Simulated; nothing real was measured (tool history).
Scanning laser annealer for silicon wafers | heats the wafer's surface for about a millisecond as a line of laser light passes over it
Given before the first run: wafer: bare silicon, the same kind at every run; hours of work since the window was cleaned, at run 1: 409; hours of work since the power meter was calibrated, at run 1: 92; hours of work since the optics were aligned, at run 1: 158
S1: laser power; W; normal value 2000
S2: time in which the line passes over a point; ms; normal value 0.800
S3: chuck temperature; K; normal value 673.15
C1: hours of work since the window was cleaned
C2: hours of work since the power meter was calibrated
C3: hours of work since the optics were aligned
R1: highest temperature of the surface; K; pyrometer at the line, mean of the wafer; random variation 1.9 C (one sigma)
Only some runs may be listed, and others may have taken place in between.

run 1 hour=0.0 | S1=2000 S2=0.800 S3=673.15 | C1=409 C2=92 C3=158 | R1=1411.15
run 2 hour=5.9 | S1=2000 S2=0.749 S3=673.15 | C1=411 C2=95 C3=160 | R1=1388.15
run 3 hour=14.2 | S1=2000 S2=0.749 S3=673.15 | C1=415 C2=99 C3=164 | R1=1383.15
run 4 hour=22.9 | S1=2080 S2=0.749 S3=673.15 | C1=419 C2=102 C3=168 | R1=1414.15
run 5 hour=30.7 | S1=2080 S2=0.749 S3=673.15 | C1=422 C2=106 C3=171 | R1=1417.15
run 6 hour=38.2 | S1=2080 S2=0.749 S3=673.15 | C1=425 C2=109 C3=174 | R1=1411.15
run 7 hour=46.9 | S1=2080 S2=0.749 S3=673.15 | C1=429 C2=112 C3=178 | R1=1412.15
run 8 hour=55.4 | S1=2080 S2=0.940 S3=673.15 | C1=432 C2=116 C3=182 | R1=1511.15
run 9 hour=64.3 | S1=2080 S2=0.940 S3=673.15 | C1=436 C2=120 C3=185 | R1=1504.15
run 10 hour=69.2 | S1=2080 S2=0.940 S3=673.15 | C1=438 C2=122 C3=187 | R1=1508.15
run 11 hour=78.2 | S1=2173 S2=0.800 S3=673.15 | C1=442 C2=126 C3=191 | R1=1479.15
run 12 hour=84.1 | S1=2166 S2=0.863 S3=691.15 | C1=445 C2=128 C3=194 | R1=1526.15
run 13 hour=91.5 | S1=1824 S2=0.795 S3=691.15 | C1=448 C2=131 C3=197 | R1=1352.15
run 14 hour=95.9 | S1=1983 S2=0.609 S3=670.15 | C1=450 C2=133 C3=199 | R1=1298.15
run 15 hour=101.8 | S1=2000 S2=0.724 S3=673.15 | C1=452 C2=136 C3=201 | R1=1367.15
run 16 hour=109.3 | S1=2000 S2=0.606 S3=705.15 | C1=455 C2=139 C3=204 | R1=1334.15
run 17 hour=116.4 | S1=2116 S2=0.606 S3=666.15 | C1=458 C2=142 C3=207 | R1=1335.15
run 18 hour=125.5 | S1=1891 S2=0.926 S3=702.15 | C1=462 C2=146 C3=211 | R1=1448.15
-- hour=129.5 window over the wafer cleaned
run 19 hour=134.5 | S1=1891 S2=0.926 S3=702.15 | C1=2 C2=149 C3=214 | R1=1468.15
run 20 hour=140.6 | S1=1899 S2=0.568 S3=670.15 | C1=5 C2=151 C3=217 | R1=1260.15
run 21 hour=149.7 | S1=1899 S2=0.568 S3=670.15 | C1=9 C2=155 C3=221 | R1=1262.15

Below, each run's measurement less what the same run would have read without the hidden state. Both values contain the same run-to-run variation, but the gauge's scatter may not be the same in both:
The tool's hidden condition here consists of: light that passes the window, % of a clean one's; laser's true power over the reading, %; width of the line over the set one, %; drift of the gauge itself on peak_c, C.
run=1 R1=-20.00
run=2 R1=-21.00
run=3 R1=-20.00
run=4 R1=-22.00
run=5 R1=-21.00
run=6 R1=-22.00
run=7 R1=-23.00
run=8 R1=-25.00
run=9 R1=-26.00
run=10 R1=-26.00
run=11 R1=-25.00
run=12 R1=-26.00
run=13 R1=-21.00
run=14 R1=-20.00
run=15 R1=-23.00
run=16 R1=-20.00
run=17 R1=-22.00
run=18 R1=-25.00
run=19 R1=-1.00
run=20 R1=+0.00
run=21 R1=+0.00

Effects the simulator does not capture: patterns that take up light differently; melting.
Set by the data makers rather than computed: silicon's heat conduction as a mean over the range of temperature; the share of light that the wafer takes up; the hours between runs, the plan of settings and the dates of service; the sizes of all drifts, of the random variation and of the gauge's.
